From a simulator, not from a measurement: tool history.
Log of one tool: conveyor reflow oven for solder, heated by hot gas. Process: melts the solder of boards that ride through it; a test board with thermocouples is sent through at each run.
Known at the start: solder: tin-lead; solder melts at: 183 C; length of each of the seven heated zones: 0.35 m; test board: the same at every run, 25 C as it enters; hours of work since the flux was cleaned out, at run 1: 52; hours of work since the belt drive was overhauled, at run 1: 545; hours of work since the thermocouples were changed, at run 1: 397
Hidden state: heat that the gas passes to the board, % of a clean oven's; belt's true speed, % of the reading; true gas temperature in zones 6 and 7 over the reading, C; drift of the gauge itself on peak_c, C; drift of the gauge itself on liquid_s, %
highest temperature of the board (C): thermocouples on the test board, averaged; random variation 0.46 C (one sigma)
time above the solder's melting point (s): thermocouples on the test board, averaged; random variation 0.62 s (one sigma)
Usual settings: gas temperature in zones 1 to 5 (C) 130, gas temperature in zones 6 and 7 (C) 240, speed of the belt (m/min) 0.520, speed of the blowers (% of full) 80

run    day  gas temperature in zones 1 to 5 (C)  gas temperature in zones 6 and 7 (C)  speed of the belt (m/min)  speed of the blowers (% of full)  hours of work since the flux was cleaned out  hours of work since the belt drive was overhauled  hours of work since the thermocouples were changed  highest temperature of the board (C)  time above the solder's melting point (s)
  1  0.000                                  130                                   240                      0.520                                80                                            52                                                545                                                 397                                 219.5                                       59.5
  2  0.583                                  130                                   240                      0.425                                80                                            63                                                555                                                 407                                 226.5                                       78.6
  3  0.996                                  130                                   240                      0.425                                80                                            70                                                562                                                 414                                 225.8                                       81.3
  4  1.346                                  130                                   240                      0.425                                80                                            76                                                569                                                 420                                 225.2                                       79.4
  5  1.958                                  137                                   240                      0.520                                80                                            87                                                579                                                 431                                 220.7                                       61.6
  6  2.571                                  130                                   240                      0.542                                80                                            98                                                590                                                 442                                 217.5                                       54.6
  7  3.071                                  130                                   240                      0.520                                80                                           107                                                599                                                 451                                 219.1                                       58.8
  8  3.667                                  130                                   240                      0.615                                80                                           117                                                610                                                 462                                 211.9                                       43.5
  9  4.025                                  130                                   240                      0.615                                80                                           124                                                616                                                 468                                 212.0                                       43.2
 10  4.467                                  130                                   240                      0.615                                80                                           132                                                624                                                 476                                 211.8                                       42.4
 11  4.746                                  130                                   240                      0.615                                80                                           137                                                629                                                 481                                 211.8                                       43.6
 12  5.133                                  124                                   253                      0.609                                76                                           143                                                636                                                 488                                 219.1                                       48.0

Forecast run 13:
 13  5.638                                  130                                   228                      0.491                                52                                           152                                                645                                                 497                                     ?                                          ?

highest temperature of the board (C): 200.2
time above the solder's melting point (s): 41.5
Without the tool's hidden state the same run would have given highest temperature of the board (C) 201.8, time above the solder's melting point (s) 43.7.

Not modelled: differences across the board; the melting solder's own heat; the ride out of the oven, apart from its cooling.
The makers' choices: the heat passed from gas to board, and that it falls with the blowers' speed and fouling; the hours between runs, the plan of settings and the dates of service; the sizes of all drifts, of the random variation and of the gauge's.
